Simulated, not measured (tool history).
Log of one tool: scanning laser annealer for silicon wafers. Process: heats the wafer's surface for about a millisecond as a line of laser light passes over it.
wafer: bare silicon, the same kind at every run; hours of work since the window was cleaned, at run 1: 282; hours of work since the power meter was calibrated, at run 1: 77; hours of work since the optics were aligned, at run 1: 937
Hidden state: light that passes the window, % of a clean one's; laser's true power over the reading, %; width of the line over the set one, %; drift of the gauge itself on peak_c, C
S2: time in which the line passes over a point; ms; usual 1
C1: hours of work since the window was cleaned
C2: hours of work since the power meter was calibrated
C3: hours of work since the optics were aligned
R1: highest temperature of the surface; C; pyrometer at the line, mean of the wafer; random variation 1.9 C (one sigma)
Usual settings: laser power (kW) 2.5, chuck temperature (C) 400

run 1 hour=0 | laser_power_(kW)=2.5 S2=1 chuck_temperature_(C)=400 | C1=282 C2=77 C3=937 | R1=1093
run 2 hour=22.9 | laser_power_(kW)=2.5 S2=1 chuck_temperature_(C)=400 | C1=299 C2=94 C3=955 | R1=1097
run 3 hour=47.7 | laser_power_(kW)=2.5 S2=1 chuck_temperature_(C)=400 | C1=318 C2=113 C3=973 | R1=1090
run 4 hour=72 | laser_power_(kW)=2.721 S2=1 chuck_temperature_(C)=400 | C1=336 C2=131 C3=992 | R1=1170
run 5 hour=94.4 | laser_power_(kW)=2.721 S2=1 chuck_temperature_(C)=400 | C1=353 C2=148 C3=1009 | R1=1165
run 6 hour=111.9 | laser_power_(kW)=2.465 S2=1 chuck_temperature_(C)=400 | C1=367 C2=162 C3=1022 | R1=1074
run 7 hour=128 | laser_power_(kW)=2.465 S2=1 chuck_temperature_(C)=400 | C1=379 C2=174 C3=1034 | R1=1077
run 8 hour=143.2 | laser_power_(kW)=2.465 S2=1 chuck_temperature_(C)=390 | C1=390 C2=185 C3=1046 | R1=1061
run 9 hour=155 | laser_power_(kW)=2.465 S2=1 chuck_temperature_(C)=390 | C1=399 C2=194 C3=1055 | R1=1063
run 10 hour=176.9 | laser_power_(kW)=2.465 S2=1 chuck_temperature_(C)=390 | C1=416 C2=211 C3=1071 | R1=1063
run 11 hour=198.5 | laser_power_(kW)=2.465 S2=1 chuck_temperature_(C)=390 | C1=432 C2=227 C3=1087 | R1=1061
run 12 hour=225.2 | laser_power_(kW)=2.5 S2=0.91 chuck_temperature_(C)=400 | C1=452 C2=247 C3=1108 | R1=1049
run 13 hour=242.6 | laser_power_(kW)=2.5 S2=0.91 chuck_temperature_(C)=400 | C1=465 C2=260 C3=1121 | R1=1052
run 14 hour=259.9 | laser_power_(kW)=2.5 S2=0.91 chuck_temperature_(C)=400 | C1=479 C2=273 C3=1134 | R1=1049
run 15 hour=279.7 | laser_power_(kW)=2.5 S2=1 chuck_temperature_(C)=369 | C1=494 C2=288 C3=1149 | R1=1048
run 16 hour=291.9 | laser_power_(kW)=2.522 S2=1 chuck_temperature_(C)=400 | C1=503 C2=298 C3=1158 | R1=1087
run 17 hour=320.3 | laser_power_(kW)=2.522 S2=1 chuck_temperature_(C)=431 | C1=524 C2=319 C3=1180 | R1=1115
run 18 hour=340.5 | laser_power_(kW)=2.522 S2=1 chuck_temperature_(C)=431 | C1=539 C2=334 C3=1195 | R1=1116
run 19 hour=355.6 | laser_power_(kW)=2.5 S2=1 chuck_temperature_(C)=385 | C1=551 C2=346 C3=1206 | R1=1062
run 20 hour=372.2 | laser_power_(kW)=2.706 S2=1 chuck_temperature_(C)=400 | C1=563 C2=358 C3=1219 | R1=1148
run 21 hour=384.1 | laser_power_(kW)=2.706 S2=1 chuck_temperature_(C)=400 | C1=572 C2=367 C3=1228 | R1=1154
run 22 hour=398.7 | laser_power_(kW)=2.478 S2=0.94 chuck_temperature_(C)=409 | C1=583 C2=378 C3=1239 | R1=1057
run 23 hour=427.1 | laser_power_(kW)=2.5 S2=0.93 chuck_temperature_(C)=360 | C1=605 C2=400 C3=1260 | R1=1011
run 24 hour=454.2 | laser_power_(kW)=2.557 S2=1.14 chuck_temperature_(C)=400 | C1=625 C2=420 C3=1281 | R1=1137
run 25 hour=478.5 | laser_power_(kW)=2.555 S2=0.71 chuck_temperature_(C)=419 | C1=644 C2=439 C3=1299 | R1=1004
run 26 hour=500.9 | laser_power_(kW)=2.327 S2=0.71 chuck_temperature_(C)=419 | C1=661 C2=456 C3=1316 | R1=934
run 27 hour=516.7 | laser_power_(kW)=2.701 S2=0.71 chuck_temperature_(C)=419 | C1=673 C2=468 C3=1328 | R1=1045
-- hour=520.8 window over the wafer cleaned
run 28 hour=541.2 | laser_power_(kW)=2.191 S2=0.77 chuck_temperature_(C)=410 | C1=15 C2=485 C3=1345 | R1=935
run 29 hour=569.8 | laser_power_(kW)=2.534 S2=0.88 chuck_temperature_(C)=435 | C1=37 C2=506 C3=1367 | R1=1109
run 30 hour=597.3 | laser_power_(kW)=2.534 S2=1.16 chuck_temperature_(C)=419 | C1=58 C2=527 C3=1387 | R1=1186
run 31 hour=609.6 | laser_power_(kW)=2.374 S2=0.92 chuck_temperature_(C)=367 | C1=67 C2=536 C3=1397 | R1=998
run 32 hour=634.4 | laser_power_(kW)=2.522 S2=0.94 chuck_temperature_(C)=400 | C1=86 C2=555 C3=1416 | R1=1083
run 33 hour=656.1 | laser_power_(kW)=2.522 S2=0.94 chuck_temperature_(C)=400 | C1=102 C2=572 C3=1432 | R1=1083
run 34 hour=675.6 | laser_power_(kW)=2.397 S2=1 chuck_temperature_(C)=362 | C1=117 C2=586 C3=1447 | R1=1021
run 35 hour=699.4 | laser_power_(kW)=2.737 S2=0.71 chuck_temperature_(C)=419 | C1=135 C2=604 C3=1465 | R1=1083
run 36 hour=716.8 | laser_power_(kW)=2.737 S2=0.71 chuck_temperature_(C)=419 | C1=148 C2=617 C3=1478 | R1=1082
run 37 hour=729.1 | laser_power_(kW)=2.506 S2=1.09 chuck_temperature_(C)=408 | C1=157 C2=627 C3=1487 | R1=1132
run 38 hour=754.5 | laser_power_(kW)=2.506 S2=1.09 chuck_temperature_(C)=408 | C1=177 C2=646 C3=1506 | R1=1132
run 39 hour=782.5 | laser_power_(kW)=2.618 S2=1.09 chuck_temperature_(C)=387 | C1=198 C2=667 C3=1528 | R1=1151
run 40 hour=808.8 | laser_power_(kW)=2.618 S2=1.09 chuck_temperature_(C)=387 | C1=218 C2=687 C3=1547 | R1=1148

Forecast each of these 4 alternatives for the next run:
run A hour=833.1 | laser_power_(kW)=2.582 S2=0.99 chuck_temperature_(C)=432 | C1=236 C2=705 C3=1566 | R1=?
run B hour=833.1 | laser_power_(kW)=2.333 S2=1.09 chuck_temperature_(C)=405 | C1=236 C2=705 C3=1566 | R1=?
run C hour=833.1 | laser_power_(kW)=2.604 S2=1.09 chuck_temperature_(C)=397 | C1=236 C2=705 C3=1566 | R1=?
run D hour=833.1 | laser_power_(kW)=2.618 S2=1.09 chuck_temperature_(C)=429 | C1=236 C2=705 C3=1566 | R1=?

run=A R1=1145
run=B R1=1061
run=C R1=1154
run=D R1=1190
Without the tool's hidden state the same runs would have given:
run=A R1=1176
run=B R1=1091
run=C R1=1188
run=D R1=1224

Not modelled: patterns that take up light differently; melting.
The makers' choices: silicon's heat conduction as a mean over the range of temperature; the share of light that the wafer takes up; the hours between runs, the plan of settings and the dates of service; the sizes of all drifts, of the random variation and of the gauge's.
